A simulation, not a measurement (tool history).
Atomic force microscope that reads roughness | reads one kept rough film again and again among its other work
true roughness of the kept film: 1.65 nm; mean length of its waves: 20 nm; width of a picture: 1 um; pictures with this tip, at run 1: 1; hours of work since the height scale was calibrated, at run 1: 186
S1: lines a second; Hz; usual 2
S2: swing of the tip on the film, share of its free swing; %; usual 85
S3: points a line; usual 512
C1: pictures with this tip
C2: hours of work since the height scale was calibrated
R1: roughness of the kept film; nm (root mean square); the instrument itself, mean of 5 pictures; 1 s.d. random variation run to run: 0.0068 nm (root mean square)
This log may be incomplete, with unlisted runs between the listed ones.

| run | day | S1 | S2 | S3 | C1 | C2 | R1 |
|---|---|---|---|---|---|---|---|
| 1 | 0 | 2 | 85 | 512 | 1 | 186 | 1.348 |
| 2 | 0.433 | 2 | 85 | 512 | 11 | 191 | 1.317 |
| 3 | 0.783 | 2 | 58 | 512 | 20 | 195 | 1.4 |
| 4 | 1.221 | 2 | 58 | 512 | 30 | 199 | 1.363 |
| 5 | 1.65 | 2 | 65 | 512 | 41 | 204 | 1.327 |
| 6 | 2.017 | 2 | 85 | 512 | 50 | 207 | 1.207 |
| 7 | 2.404 | 2 | 85 | 512 | 59 | 211 | 1.178 |
| 8 | 2.758 | 2 | 85 | 512 | 68 | 215 | 1.164 |
| 9 | 3.004 | 2 | 85 | 512 | 74 | 218 | 1.162 |
|  | 3.15 | new tip fitted |
| 10 | 3.321 | 2 | 85 | 512 | 4 | 221 | 1.345 |
| 11 | 3.654 | 1.76 | 85 | 512 | 12 | 224 | 1.342 |
| 12 | 3.921 | 2 | 85 | 512 | 19 | 227 | 1.292 |
| 13 | 4.3 | 2 | 85 | 512 | 28 | 231 | 1.261 |
| 14 | 4.625 | 1.54 | 85 | 512 | 36 | 234 | 1.272 |
| 15 | 4.892 | 1.54 | 85 | 569 | 42 | 237 | 1.252 |
| 16 | 5.246 | 2 | 85 | 512 | 51 | 241 | 1.211 |
| 17 | 5.454 | 2 | 85 | 333 | 56 | 243 | 1.187 |
| 18 | 5.708 | 2 | 85 | 333 | 62 | 246 | 1.156 |
| 19 | 5.975 | 2 | 85 | 333 | 69 | 248 | 1.153 |
| 20 | 6.167 | 2 | 85 | 333 | 73 | 250 | 1.129 |
|  | 6.325 | new tip fitted |
| 21 | 6.625 | 2 | 85 | 333 | 7 | 255 | 1.311 |
| 22 | 6.975 | 2 | 85 | 333 | 16 | 259 | 1.281 |
| 23 | 7.425 | 2 | 85 | 333 | 27 | 263 | 1.266 |
| 24 | 7.704 | 2 | 85 | 512 | 34 | 266 | 1.26 |
| 25 | 8.162 | 2 | 85 | 512 | 45 | 271 | 1.228 |
| 26 | 8.421 | 2 | 85 | 369 | 51 | 274 | 1.186 |
| 27 | 8.696 | 2 | 62 | 512 | 58 | 277 | 1.288 |
| 28 | 8.975 | 2 | 62 | 512 | 65 | 279 | 1.267 |
| 29 | 9.283 | 2 | 62 | 512 | 72 | 283 | 1.249 |
|  | 9.496 | new tip fitted |
| 30 | 9.496 | 2.79 | 63 | 508 | 0 | 285 | 1.44 |
| 31 | 9.688 | 2.8 | 64 | 872 | 4 | 287 | 1.423 |
| 32 | 10.046 | 1.82 | 82 | 416 | 13 | 290 | 1.344 |
| 33 | 10.358 | 2 | 85 | 389 | 21 | 294 | 1.279 |
| 34 | 10.733 | 2 | 84 | 365 | 30 | 297 | 1.261 |
| 35 | 11.146 | 2 | 79 | 365 | 40 | 302 | 1.255 |
| 36 | 11.338 | 3.99 | 58 | 512 | 45 | 304 | 1.296 |
| 37 | 11.783 | 3.88 | 87 | 467 | 56 | 308 | 1.077 |
| 38 | 12.079 | 1.64 | 55 | 338 | 63 | 311 | 1.267 |
| 39 | 12.471 | 0.97 | 56 | 431 | 72 | 316 | 1.272 |
|  | 12.683 | new tip fitted |
| 40 | 12.908 | 2.39 | 84 | 867 | 6 | 320 | 1.322 |
| 41 | 13.242 | 0.81 | 79 | 428 | 14 | 323 | 1.412 |
| 42 | 13.533 | 2.3 | 59 | 679 | 21 | 326 | 1.388 |
| 43 | 13.792 | 0.57 | 80 | 331 | 27 | 329 | 1.37 |
| 44 | 14.008 | 0.65 | 79 | 512 | 32 | 331 | 1.365 |
| 45 | 14.288 | 0.65 | 79 | 512 | 39 | 334 | 1.342 |
| 46 | 14.746 | 0.65 | 79 | 512 | 50 | 339 | 1.311 |
| 47 | 15.133 | 0.65 | 79 | 512 | 60 | 343 | 1.277 |
| 48 | 15.446 | 0.65 | 79 | 512 | 67 | 346 | 1.258 |
| 49 | 15.762 | 0.85 | 78 | 580 | 75 | 350 | 1.242 |
|  | 15.85 | new tip fitted |
| 50 | 16.154 | 0.76 | 85 | 266 | 7 | 353 | 1.393 |
| 51 | 16.375 | 2.88 | 77 | 261 | 13 | 356 | 1.28 |
| 52 | 16.767 | 2.88 | 86 | 261 | 22 | 360 | 1.194 |
| 53 | 17.021 | 2.88 | 86 | 261 | 28 | 362 | 1.18 |

Some steps in R1 between neighbouring runs. How much of each would the tool show without its hidden state too (settings, what came in, random variation), and how much is left for the hidden state, with any gauge scatter that isn't in both results?
Hidden state present: radius of the tip, nm; height scale over the true one, %; drift of the gauge itself on roughness_nm, %.
Run 29 -> 30: S1 2 -> 2.79, S2 62 -> 63, S3 512 -> 508, new tip fitted. R1 +0.191 nm (root mean square): hidden state +0.212, all else -0.021.
Run 36 -> 37: S1 3.99 -> 3.88, S2 58 -> 87, S3 512 -> 467. R1 -0.219 nm (root mean square): hidden state -0.006, all else -0.213.
Run 37 -> 38: S1 3.88 -> 1.64, S2 87 -> 55, S3 467 -> 338. R1 +0.19 nm (root mean square): hidden state -0.049, all else +0.239.
Run 39 -> 40: S1 0.97 -> 2.39, S2 56 -> 84, S3 431 -> 867, new tip fitted. R1 +0.05 nm (root mean square): hidden state +0.204, all else -0.154.
Run 49 -> 50: S1 0.85 -> 0.76, S2 78 -> 85, S3 580 -> 266, new tip fitted. R1 +0.151 nm (root mean square): hidden state +0.206, all else -0.055.
